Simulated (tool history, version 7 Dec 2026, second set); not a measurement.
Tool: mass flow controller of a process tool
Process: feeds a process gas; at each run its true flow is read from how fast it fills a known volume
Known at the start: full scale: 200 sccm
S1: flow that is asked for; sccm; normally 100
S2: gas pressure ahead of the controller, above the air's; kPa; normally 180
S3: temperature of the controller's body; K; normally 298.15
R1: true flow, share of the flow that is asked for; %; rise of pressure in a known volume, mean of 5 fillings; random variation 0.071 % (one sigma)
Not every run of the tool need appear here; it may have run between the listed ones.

run    hour   S1   S2      S3      R1
  1     0.0  100  180  298.15   99.41
  2   144.9  180  180  298.15   99.96
  3   317.0  180  180  298.15   99.88
  4   444.4   29  180  298.15   97.80
  5   607.4  100  180  298.15   99.23
  6   735.4  100  180  298.15   99.24
  7   871.2  100  180  298.15   99.20
  8  1009.5  100  180  298.15   99.18
  9  1094.8  100  180  298.15   99.23
 10  1283.0  100  190  298.15   99.20
 11  1434.1  100  180  297.15   99.34
 12  1531.8   27  156  297.15   96.57
 13  1670.5   31  180  303.15   96.49
 14  1752.7  199  220  296.15  100.24
 15  1899.9  199  220  302.15   99.75
 16  1999.5  100  228  298.15   99.30
 17  2168.8   89  154  297.15   98.72
 18  2304.6   89  154  297.15   98.79
 19  2435.6  105  223  298.15   99.31
 20  2522.4  172  219  295.15  100.17
 21  2683.7  172  219  295.15  100.09

4 options for the next run, each taken on its own from the tool as it stands now. Forecast them:
  A  2848.0  80  261  311.15   ?
  B  2848.0  41  180  298.15   ?
  C  2848.0  52  180  298.15   ?
  D  2848.0  28  232  295.15   ?

run     R1
  A  98.03
  B  96.81
  C  97.56
  D  95.98
What these runs would have given with no unlogged condition in the tool:
run     R1
  A  98.97
  B  99.26
  C  99.35
  D  99.87
